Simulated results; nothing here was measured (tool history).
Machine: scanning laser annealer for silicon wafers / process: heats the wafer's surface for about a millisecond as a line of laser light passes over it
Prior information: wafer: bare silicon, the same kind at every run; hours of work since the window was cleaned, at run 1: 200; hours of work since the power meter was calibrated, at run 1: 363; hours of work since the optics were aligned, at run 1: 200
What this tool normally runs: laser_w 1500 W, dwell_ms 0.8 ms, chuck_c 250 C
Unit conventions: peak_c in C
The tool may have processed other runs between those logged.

run   hour  laser_w  dwell_ms  chuck_c  hours of work since the window was cleaned  hours of work since the power meter was calibrated  hours of work since the optics were aligned  peak_c
  1      0     1500       0.8      250                                         200                                                 363                                          200     988
  2     46     1500       0.8      288                                         232                                                 395                                          232    1029
  3    105     1500       0.8      288                                         273                                                 436                                          273    1020
  4  154.9     1500       0.8      288                                         307                                                 470                                          307    1027
  5  189.6     1500       0.8      288                                         331                                                 494                                          331    1028
  6  238.1     1564       0.8      288                                         364                                                 527                                          364    1058
  7    279     1500       0.8      250                                         393                                                 556                                          393     987
     285.2  -- window over the wafer cleaned
  8  337.2     1500       0.8      269                                          36                                                 595                                          432    1009
  9  370.1     1500       0.8      269                                          59                                                 617                                          454    1007
 10  410.1     1500       0.8      269                                          86                                                 645                                          482    1007
 11  473.2     1500       0.8      269                                         130                                                 688                                          525    1007
 12  526.7     1388     0.593      250                                         167                                                 725                                          562     833
 13  562.6     1387     0.866      221                                         192                                                 750                                          587     931
 14  627.4     1387     0.866      221                                         236                                                 795                                          632     931
 15  688.6     1565     0.976      278                                         279                                                 837                                          674    1133

Expected results for the next run?
 16  723.2     1563     0.976      245                                         302                                                 861                                          698       ?

Run 16 produced peak_c 1096 C.
If the tool had no hidden condition, the same run with the same run-to-run variation would have returned peak_c 1097 C.
